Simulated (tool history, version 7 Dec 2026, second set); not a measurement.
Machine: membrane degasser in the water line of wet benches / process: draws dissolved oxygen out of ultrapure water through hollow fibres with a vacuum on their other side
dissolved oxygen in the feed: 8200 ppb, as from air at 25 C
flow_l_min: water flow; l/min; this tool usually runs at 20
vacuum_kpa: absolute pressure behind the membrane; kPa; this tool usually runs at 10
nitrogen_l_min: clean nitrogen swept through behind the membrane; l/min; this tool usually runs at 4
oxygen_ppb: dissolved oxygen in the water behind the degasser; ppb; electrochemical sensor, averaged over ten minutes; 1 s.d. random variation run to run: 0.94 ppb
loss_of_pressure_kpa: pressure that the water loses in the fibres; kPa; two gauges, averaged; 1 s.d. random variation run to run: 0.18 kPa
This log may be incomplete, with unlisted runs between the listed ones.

run 1 day=0 | flow_l_min=20 vacuum_kpa=10 nitrogen_l_min=4 | oxygen_ppb=97.1 loss_of_pressure_kpa=35.78
run 2 day=2.354 | flow_l_min=20 vacuum_kpa=10 nitrogen_l_min=4 | oxygen_ppb=96.6 loss_of_pressure_kpa=35.75
run 3 day=4.3 | flow_l_min=20 vacuum_kpa=10 nitrogen_l_min=4 | oxygen_ppb=100 loss_of_pressure_kpa=36.02
run 4 day=8.429 | flow_l_min=21 vacuum_kpa=10 nitrogen_l_min=4 | oxygen_ppb=105.8 loss_of_pressure_kpa=37.98
run 5 day=10.271 | flow_l_min=20 vacuum_kpa=10 nitrogen_l_min=4 | oxygen_ppb=100.7 loss_of_pressure_kpa=36.01
run 6 day=13.183 | flow_l_min=20 vacuum_kpa=10 nitrogen_l_min=4 | oxygen_ppb=98.8 loss_of_pressure_kpa=36.03
-- day=14.854 vacuum gauge calibrated
run 7 day=15.729 | flow_l_min=20 vacuum_kpa=10 nitrogen_l_min=4 | oxygen_ppb=93.7 loss_of_pressure_kpa=35.87
run 8 day=18.775 | flow_l_min=20 vacuum_kpa=10 nitrogen_l_min=4 | oxygen_ppb=92.7 loss_of_pressure_kpa=36.11
run 9 day=21.604 | flow_l_min=20 vacuum_kpa=17.7 nitrogen_l_min=4 | oxygen_ppb=186.6 loss_of_pressure_kpa=35.87
run 10 day=23.567 | flow_l_min=20 vacuum_kpa=17.7 nitrogen_l_min=4 | oxygen_ppb=186 loss_of_pressure_kpa=36.18
run 11 day=26.996 | flow_l_min=20 vacuum_kpa=17.7 nitrogen_l_min=4 | oxygen_ppb=184.8 loss_of_pressure_kpa=36.09
run 12 day=31.533 | flow_l_min=20 vacuum_kpa=17.7 nitrogen_l_min=4 | oxygen_ppb=189.6 loss_of_pressure_kpa=36.1
run 13 day=35.804 | flow_l_min=20 vacuum_kpa=10 nitrogen_l_min=4 | oxygen_ppb=92.3 loss_of_pressure_kpa=36.2
run 14 day=39.425 | flow_l_min=20 vacuum_kpa=10 nitrogen_l_min=2.18 | oxygen_ppb=157 loss_of_pressure_kpa=36.24
run 15 day=43.258 | flow_l_min=20 vacuum_kpa=10 nitrogen_l_min=2.18 | oxygen_ppb=161 loss_of_pressure_kpa=36.1
run 16 day=45.371 | flow_l_min=20 vacuum_kpa=10 nitrogen_l_min=4 | oxygen_ppb=93.2 loss_of_pressure_kpa=36.34
run 17 day=49.4 | flow_l_min=20 vacuum_kpa=10 nitrogen_l_min=6.38 | oxygen_ppb=62.7 loss_of_pressure_kpa=36.66
run 18 day=53.046 | flow_l_min=20 vacuum_kpa=19 nitrogen_l_min=4 | oxygen_ppb=199.3 loss_of_pressure_kpa=36.3
run 19 day=57.046 | flow_l_min=20 vacuum_kpa=18.3 nitrogen_l_min=3.12 | oxygen_ppb=245.6 loss_of_pressure_kpa=36.55
run 20 day=59.45 | flow_l_min=20 vacuum_kpa=7.3 nitrogen_l_min=3.94 | oxygen_ppb=62.2 loss_of_pressure_kpa=36.61
run 21 day=62.208 | flow_l_min=17 vacuum_kpa=15.3 nitrogen_l_min=11.63 | oxygen_ppb=49.3 loss_of_pressure_kpa=31.09
run 22 day=65.121 | flow_l_min=17 vacuum_kpa=10.4 nitrogen_l_min=11.63 | oxygen_ppb=31.2 loss_of_pressure_kpa=30.92
-- day=66.229 seals of the vacuum lines changed
run 23 day=68.3 | flow_l_min=17 vacuum_kpa=10.4 nitrogen_l_min=11.63 | oxygen_ppb=30.7 loss_of_pressure_kpa=31.1
run 24 day=71.075 | flow_l_min=18 vacuum_kpa=10.4 nitrogen_l_min=4.62 | oxygen_ppb=74.3 loss_of_pressure_kpa=32.69
run 25 day=73.779 | flow_l_min=20 vacuum_kpa=10 nitrogen_l_min=7.18 | oxygen_ppb=56.7 loss_of_pressure_kpa=36.8
run 26 day=77.167 | flow_l_min=20 vacuum_kpa=10 nitrogen_l_min=7.18 | oxygen_ppb=57.3 loss_of_pressure_kpa=36.33
run 27 day=80.233 | flow_l_min=17 vacuum_kpa=10 nitrogen_l_min=7.18 | oxygen_ppb=44.2 loss_of_pressure_kpa=31.17
run 28 day=82.092 | flow_l_min=13 vacuum_kpa=10 nitrogen_l_min=3.32 | oxygen_ppb=66.5 loss_of_pressure_kpa=23.61
run 29 day=84.854 | flow_l_min=20 vacuum_kpa=6.1 nitrogen_l_min=5.4 | oxygen_ppb=37.1 loss_of_pressure_kpa=36.5
run 30 day=87.062 | flow_l_min=17 vacuum_kpa=6.1 nitrogen_l_min=5.4 | oxygen_ppb=27.2 loss_of_pressure_kpa=31.25
run 31 day=90.575 | flow_l_min=17 vacuum_kpa=6.1 nitrogen_l_min=5.4 | oxygen_ppb=27.4 loss_of_pressure_kpa=30.98
run 32 day=94.762 | flow_l_min=16 vacuum_kpa=7.4 nitrogen_l_min=3.74 | oxygen_ppb=47.9 loss_of_pressure_kpa=29.59
run 33 day=98.2 | flow_l_min=14 vacuum_kpa=13 nitrogen_l_min=2.92 | oxygen_ppb=117.6 loss_of_pressure_kpa=25.45

3 options for the next run, each taken on its own from the tool as it stands now. Forecast them:
run A day=101.079 | flow_l_min=22 vacuum_kpa=10 nitrogen_l_min=4.37 | oxygen_ppb=? loss_of_pressure_kpa=?
run B day=101.079 | flow_l_min=14 vacuum_kpa=17 nitrogen_l_min=2.92 | oxygen_ppb=? loss_of_pressure_kpa=?
run C day=101.079 | flow_l_min=15 vacuum_kpa=10 nitrogen_l_min=5.25 | oxygen_ppb=? loss_of_pressure_kpa=?

run=A oxygen_ppb=102.5 loss_of_pressure_kpa=40.87
run=B oxygen_ppb=163.8 loss_of_pressure_kpa=25.72
run=C oxygen_ppb=50.4 loss_of_pressure_kpa=27.62
The same runs, with their run-to-run variation unchanged, on a tool lacking any hidden condition would have given:
run=A oxygen_ppb=96 loss_of_pressure_kpa=39.05
run=B oxygen_ppb=160.5 loss_of_pressure_kpa=24.56
run=C oxygen_ppb=48.5 loss_of_pressure_kpa=26.37

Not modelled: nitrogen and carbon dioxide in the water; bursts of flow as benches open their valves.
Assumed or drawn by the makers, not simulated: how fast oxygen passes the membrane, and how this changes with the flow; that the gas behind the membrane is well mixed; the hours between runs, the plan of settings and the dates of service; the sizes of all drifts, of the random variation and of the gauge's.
